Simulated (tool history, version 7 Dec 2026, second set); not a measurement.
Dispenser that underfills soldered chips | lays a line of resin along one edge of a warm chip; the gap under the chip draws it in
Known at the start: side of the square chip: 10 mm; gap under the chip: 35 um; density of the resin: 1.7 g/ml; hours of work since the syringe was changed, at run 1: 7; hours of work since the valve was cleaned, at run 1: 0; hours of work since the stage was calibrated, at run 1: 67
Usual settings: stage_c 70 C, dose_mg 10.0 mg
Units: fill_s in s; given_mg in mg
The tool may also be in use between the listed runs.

run   hour  stage_c  dose_mg  hours of work since the syringe was changed  hours of work since the valve was cleaned  hours of work since the stage was calibrated  fill_s  given_mg
  1    0.0       70     10.0                                            7                                          0                                            67   151.1      9.97
       5.4  -- new syringe of resin
  2    6.7       70     10.0                                            1                                          5                                            72    94.5     10.05
  3   16.5       70     10.4                                            8                                         12                                            79   171.8     10.41
      19.8  -- new syringe of resin
  4   29.2       70     10.4                                            7                                         22                                            89   153.5     10.23
      33.2  -- new syringe of resin
  5   37.6       70     10.0                                            3                                         28                                            95   112.5      9.88
  6   44.5       70     10.0                                            9                                         33                                           100   170.8      9.86
      47.2  -- new syringe of resin
  7   52.7       70     11.4                                            4                                         39                                           106   121.8     11.18
      61.1  -- new syringe of resin
  8   66.6       70     11.4                                            4                                         49                                           116   118.8     11.19
      68.9  -- dispensing valve cleaned and set on the balance
      75.7  -- new syringe of resin
  9   76.8       70     12.9                                            1                                          6                                           123    90.8     12.87
      89.1  -- new syringe of resin
 10   89.1       60     10.0                                            0                                         15                                           132   123.4      9.90
     102.5  -- new syringe of resin
 11  103.0       70     10.5                                            0                                         25                                           143    88.6     10.31
     116.2  -- new syringe of resin
 12  117.3       70     10.0                                            1                                         36                                           153    92.5      9.79
 13  125.7       70     10.0                                            7                                         42                                           159   154.4      9.81
     130.6  -- new syringe of resin
     137.5  -- dispensing valve cleaned and set on the balance
 14  140.7       62     10.0                                            7                                          2                                           170   198.2      9.98
     145.5  -- new syringe of resin
 15  149.7       70     10.0                                            3                                          9                                           177   110.1     10.00
     159.4  -- new syringe of resin
 16  162.2       70     10.5                                            2                                         18                                           186   105.8     10.42
 17  171.5       70     11.9                                            9                                         25                                           193   179.8     11.80
     173.5  -- new syringe of resin
 18  183.2       63     10.7                                            7                                         34                                           202   193.4     10.53
     187.5  -- new syringe of resin
 19  191.5       83      9.1                                            3                                         40                                           208    74.6      8.93
     201.7  -- new syringe of resin
     206.0  -- dispensing valve cleaned and set on the balance
 20  206.7       83      9.1                                            3                                          1                                           218    73.5      9.22
 21  215.3       55     10.0                                           10                                          7                                           225   314.5     10.01
     216.9  -- new syringe of resin
 22  223.9       62     12.4                                            5                                         13                                           231   172.5     12.43
     230.9  -- new syringe of resin
 23  231.3       81     11.9                                            0                                         19                                           236    63.4     11.93
 24  242.4       81     11.9                                            9                                         27                                           245   122.7     11.88
     245.2  -- new syringe of resin
 25  255.6       81     11.9                                            8                                         37                                           255   116.4     11.75
     258.7  -- new syringe of resin
 26  266.7       73      9.8                                            6                                         45                                           263   132.6      9.66
     272.3  -- new syringe of resin
     275.3  -- dispensing valve cleaned and set on the balance
 27  280.0       83     10.8                                            5                                          4                                           272    85.4     10.77
     287.1  -- new syringe of resin
 28  290.8       83     10.8                                            3                                         12                                           280    72.1     10.77
     301.3  -- new syringe of resin
 29  304.5       83      9.4                                            2                                         22                                           290    69.1      9.33
 30  313.1       68     12.1                                            9                                         28                                           297   189.5     11.95
     315.6  -- new syringe of resin
     318.9  -- stage's temperature calibrated
 31  325.2       79     11.2                                            7                                         36                                             5   106.2     11.00
     330.2  -- new syringe of resin
 32  332.1       73      9.1                                            1                                         41                                            10    86.2      8.91
 33  340.1       73      9.1                                            8                                         48                                            16   143.6      8.82
     344.5  -- new syringe of resin
     345.5  -- dispensing valve cleaned and set on the balance
 34  348.5       64     11.9                                            2                                          2                                            21   124.1     11.86

4 ways to go on from here, each from the tool as it stands after run 34. What would each give?
     360.0  -- new syringe of resin
  A  360.7       84     11.3                                            0                                         11                                            30       ?         ?
     360.0  -- new syringe of resin
  B  360.7       77     11.9                                            0                                         11                                            30       ?         ?
     360.0  -- new syringe of resin
  C  360.7       55     12.3                                            0                                         11                                            30       ?         ?
     360.0  -- new syringe of resin
  D  360.7       64     10.3                                            0                                         11                                            30       ?         ?

run  fill_s  given_mg
  A    55.3     11.22
  B    67.4     11.91
  C   143.6     12.24
  D   104.2     10.21
Without the tool's hidden state the same runs would have given:
run  fill_s  given_mg
  A    54.1     11.28
  B    66.0     11.97
  C   140.6     12.30
  D   101.9     10.27

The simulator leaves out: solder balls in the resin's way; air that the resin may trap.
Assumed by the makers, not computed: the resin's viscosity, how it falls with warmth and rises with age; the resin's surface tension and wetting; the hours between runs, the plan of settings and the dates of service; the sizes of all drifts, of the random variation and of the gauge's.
